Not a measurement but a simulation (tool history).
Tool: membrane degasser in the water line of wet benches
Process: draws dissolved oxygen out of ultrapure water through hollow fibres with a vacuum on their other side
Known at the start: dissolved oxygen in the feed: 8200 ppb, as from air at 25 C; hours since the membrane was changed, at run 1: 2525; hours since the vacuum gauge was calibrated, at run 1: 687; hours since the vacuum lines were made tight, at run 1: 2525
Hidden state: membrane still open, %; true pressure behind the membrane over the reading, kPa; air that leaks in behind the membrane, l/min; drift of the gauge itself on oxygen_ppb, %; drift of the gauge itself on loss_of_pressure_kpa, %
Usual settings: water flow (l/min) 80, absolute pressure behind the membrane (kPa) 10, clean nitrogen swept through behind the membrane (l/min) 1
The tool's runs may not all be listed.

| run | hour | water flow (l/min) | absolute pressure behind the membrane (kPa) | clean nitrogen swept through behind the membrane (l/min) | hours since the membrane was changed | hours since the vacuum gauge was calibrated | hours since the vacuum lines were made tight | dissolved oxygen in the water behind the degasser (ppb) | pressure that the water loses in the fibres (kPa) |
|---|---|---|---|---|---|---|---|---|---|
| 1 | 0 | 80 | 10 | 1 | 2525 | 687 | 2525 | 877.4 | 52.3 |
| 2 | 137.7 | 80 | 10 | 1 | 2663 | 825 | 2663 | 888.9 | 52.44 |
| 3 | 293 | 80 | 10 | 1 | 2818 | 980 | 2818 | 889.8 | 52.04 |
| 4 | 377.3 | 80 | 10 | 1 | 2902 | 1064 | 2902 | 867.8 | 52.14 |
| 5 | 500.4 | 80 | 10 | 1 | 3025 | 1187 | 3025 | 911.7 | 51.65 |
| 6 | 604.6 | 80 | 17.4 | 1 | 3130 | 1292 | 3130 | 1677.1 | 52.15 |
| 7 | 765.4 | 80 | 17.4 | 1 | 3290 | 1452 | 3290 | 1648.9 | 51.87 |
| 8 | 881.5 | 80 | 17.4 | 1 | 3406 | 1568 | 3406 | 1645.8 | 51.9 |
| 9 | 963.9 | 80 | 17.4 | 1 | 3489 | 1651 | 3489 | 1660.5 | 51.41 |
| 10 | 1057.1 | 80 | 17.4 | 1 | 3582 | 1744 | 3582 | 1684 | 51.34 |
| 11 | 1185 | 80 | 10 | 1 | 3710 | 1872 | 3710 | 887 | 51.53 |
| 12 | 1336.6 | 80 | 10 | 1 | 3862 | 2024 | 3862 | 874.8 | 51.64 |
| 13 | 1426.2 | 80 | 10 | 1 | 3951 | 2113 | 3951 | 903.9 | 51.71 |
| 14 | 1595.2 | 80 | 10 | 1 | 4120 | 2282 | 4120 | 882.3 | 51.34 |
|  | 1684.1 | gauge calibrated |
| 15 | 1738.8 | 80 | 10 | 1.91 | 4264 | 2426 | 4264 | 585.2 | 52.46 |
| 16 | 1864.8 | 80 | 10 | 0.99 | 4390 | 2552 | 4390 | 890 | 52.21 |
| 17 | 1951.7 | 80 | 20.5 | 0.99 | 4477 | 2639 | 4477 | 1966.3 | 52.26 |
| 18 | 2074.8 | 79 | 14.6 | 0.99 | 4600 | 2762 | 4600 | 1384.3 | 51.16 |
| 19 | 2214.6 | 50 | 10 | 1.91 | 4740 | 2902 | 4740 | 378.3 | 32.71 |
| 20 | 2297.3 | 50 | 14.4 | 1.26 | 4822 | 2984 | 4822 | 829 | 32.42 |
| 21 | 2380.5 | 50 | 14.4 | 1.26 | 4905 | 3067 | 4905 | 813.3 | 32.31 |
| 22 | 2534.5 | 80 | 10 | 0.46 | 5059 | 3221 | 5059 | 1337.7 | 51.82 |
| 23 | 2718.3 | 80 | 24.9 | 1.16 | 5243 | 3405 | 5243 | 2116.8 | 51.83 |
| 24 | 2816.9 | 80 | 20.5 | 0.49 | 5342 | 3504 | 5342 | 2823.7 | 51.64 |
| 25 | 2954.1 | 90 | 10 | 1 | 5479 | 3641 | 5479 | 988.4 | 57.88 |
| 26 | 3076.6 | 99 | 9.1 | 2.45 | 5602 | 3764 | 5602 | 566 | 63.7 |
| 27 | 3251.9 | 99 | 21.8 | 2.45 | 5777 | 3939 | 5777 | 1388.5 | 63.77 |
| 28 | 3405.5 | 80 | 9.9 | 2.77 | 5930 | 4092 | 5930 | 439.3 | 50.78 |
| 29 | 3540.4 | 80 | 9.9 | 2.77 | 6065 | 4227 | 6065 | 436.8 | 50.95 |
| 30 | 3639.2 | 81 | 10 | 0.57 | 6164 | 4326 | 6164 | 1233.7 | 51.88 |
|  | 3716.9 | seals of the vacuum lines changed |
| 31 | 3773.6 | 90 | 10.4 | 1.13 | 6297 | 4459 | 57 | 971.1 | 57.12 |
| 32 | 3947.9 | 52 | 19.4 | 1 | 6471 | 4633 | 231 | 1393.7 | 33.4 |
| 33 | 4040.3 | 105 | 24.6 | 0.68 | 6563 | 4725 | 323 | 3242.4 | 66.79 |

Hidden state at the last listed run before each entry between runs and at the first one after, where it differs:
Between runs 14 and 15: gauge calibrated (hour 1684.1)
  drift of the gauge itself on loss_of_pressure_kpa, %: -2.09 -> -0.07
  measured less the result without the state, pressure that the water loses in the fibres (kPa): -1.05 -> +0
Between runs 30 and 31: seals of the vacuum lines changed (hour 3716.9)
  air that leaks in behind the membrane, l/min: 0.0024 -> 0.002; drift of the gauge itself on loss_of_pressure_kpa, %: -2.56 -> -2.74
  measured less the result without the state, pressure that the water loses in the fibres (kPa): -1.3 -> -1.54
